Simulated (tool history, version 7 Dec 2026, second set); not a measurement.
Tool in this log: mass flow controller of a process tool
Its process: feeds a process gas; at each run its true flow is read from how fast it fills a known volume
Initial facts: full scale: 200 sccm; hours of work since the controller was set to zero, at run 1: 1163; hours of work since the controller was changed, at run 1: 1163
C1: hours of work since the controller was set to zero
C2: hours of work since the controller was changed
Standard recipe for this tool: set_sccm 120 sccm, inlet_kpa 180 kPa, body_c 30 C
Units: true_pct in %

{"run": 1, "hour": 0.0, "set_sccm": 120, "inlet_kpa": 180, "body_c": 30, "C1": 1163, "C2": 1163, "true_pct": 99.13}
{"run": 2, "hour": 158.9, "set_sccm": 120, "inlet_kpa": 180, "body_c": 30, "C1": 1259, "C2": 1259, "true_pct": 99.35}
{"run": 3, "hour": 313.5, "set_sccm": 120, "inlet_kpa": 180, "body_c": 30, "C1": 1353, "C2": 1353, "true_pct": 99.12}
{"run": 4, "hour": 518.7, "set_sccm": 120, "inlet_kpa": 180, "body_c": 30, "C1": 1477, "C2": 1477, "true_pct": 99.36}
{"run": 5, "hour": 706.7, "set_sccm": 120, "inlet_kpa": 180, "body_c": 30, "C1": 1591, "C2": 1591, "true_pct": 99.22}
{"run": 6, "hour": 875.3, "set_sccm": 120, "inlet_kpa": 180, "body_c": 30, "C1": 1693, "C2": 1693, "true_pct": 99.28}
{"run": 7, "hour": 994.9, "set_sccm": 120, "inlet_kpa": 180, "body_c": 30, "C1": 1766, "C2": 1766, "true_pct": 99.15}
{"run": 8, "hour": 1093.5, "set_sccm": 120, "inlet_kpa": 180, "body_c": 30, "C1": 1825, "C2": 1825, "true_pct": 99.23}

Run 9 is up next; what results do you expect?
{"run": 9, "hour": 1205.3, "set_sccm": 120, "inlet_kpa": 180, "body_c": 30, "C1": 1893, "C2": 1893, "true_pct": "?"}

{"run 9": {"true_pct": 99.32}}
With the hidden condition absent and the run-to-run variation left alone, this run would have shown true_pct 99.35 %.
